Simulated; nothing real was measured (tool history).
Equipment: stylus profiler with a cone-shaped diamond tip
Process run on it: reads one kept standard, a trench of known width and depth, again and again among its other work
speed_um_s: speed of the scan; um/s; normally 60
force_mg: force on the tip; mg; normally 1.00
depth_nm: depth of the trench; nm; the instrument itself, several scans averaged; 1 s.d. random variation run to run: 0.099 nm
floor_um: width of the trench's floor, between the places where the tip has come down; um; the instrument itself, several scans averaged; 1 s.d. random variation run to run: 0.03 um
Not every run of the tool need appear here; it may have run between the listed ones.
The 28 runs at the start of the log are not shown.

| run | hour | speed_um_s | force_mg | scans with this tip | hours of work since the height scale was calibrated | depth_nm | floor_um |
|---|---|---|---|---|---|---|---|
|  | 567.5 | height scale calibrated on a step standard, once more |
| 29 | 578.8 | 56 | 0.57 | 9462 | 5 | 501.65 | 45.81 |
| 30 | 593.0 | 30 | 0.95 | 9546 | 12 | 501.96 | 45.97 |
| 31 | 610.7 | 30 | 0.95 | 9650 | 20 | 501.76 | 45.88 |
| 32 | 636.2 | 189 | 0.41 | 9800 | 31 | 501.14 | 45.01 |
| 33 | 659.1 | 86 | 1.24 | 9935 | 42 | 502.22 | 45.72 |
| 34 | 683.0 | 154 | 0.94 | 10075 | 53 | 501.65 | 45.50 |
| 35 | 709.9 | 16 | 2.07 | 10234 | 65 | 502.92 | 45.91 |
| 36 | 722.0 | 19 | 1.49 | 10305 | 71 | 502.31 | 45.86 |
| 37 | 743.5 | 19 | 1.49 | 10431 | 80 | 502.20 | 45.91 |
| 38 | 770.8 | 52 | 1.67 | 10592 | 93 | 502.18 | 45.77 |
| 39 | 788.1 | 60 | 0.91 | 10694 | 101 | 501.61 | 45.73 |
| 40 | 812.0 | 89 | 1.04 | 10834 | 112 | 501.91 | 45.61 |
| 41 | 838.8 | 83 | 1.83 | 10992 | 124 | 502.78 | 45.66 |
| 42 | 852.9 | 83 | 1.83 | 11074 | 130 | 502.58 | 45.59 |
| 43 | 874.8 | 54 | 0.93 | 11203 | 140 | 501.68 | 45.69 |
| 44 | 891.7 | 62 | 0.50 | 11303 | 148 | 501.00 | 45.58 |
| 45 | 916.0 | 16 | 0.61 | 11445 | 159 | 501.37 | 45.76 |
| 46 | 936.7 | 16 | 0.61 | 11568 | 169 | 501.23 | 45.73 |
| 47 | 958.9 | 219 | 1.05 | 11698 | 179 | 501.55 | 45.05 |

3 options for the next run, each taken on its own from the tool as it stands now. Forecast them:
| A | 983.4 | 67 | 1.05 | 11842 | 190 | ? | ? |
| B | 983.4 | 35 | 1.05 | 11842 | 190 | ? | ? |
| C | 983.4 | 219 | 1.28 | 11842 | 190 | ? | ? |

| run | depth_nm | floor_um |
|---|---|---|
| A | 501.81 | 45.56 |
| B | 501.65 | 45.66 |
| C | 501.89 | 45.12 |
With no hidden state in the tool, these same runs would have given:
| run | depth_nm | floor_um |
|---|---|---|
| A | 501.79 | 47.12 |
| B | 501.62 | 47.22 |
| C | 501.87 | 46.67 |
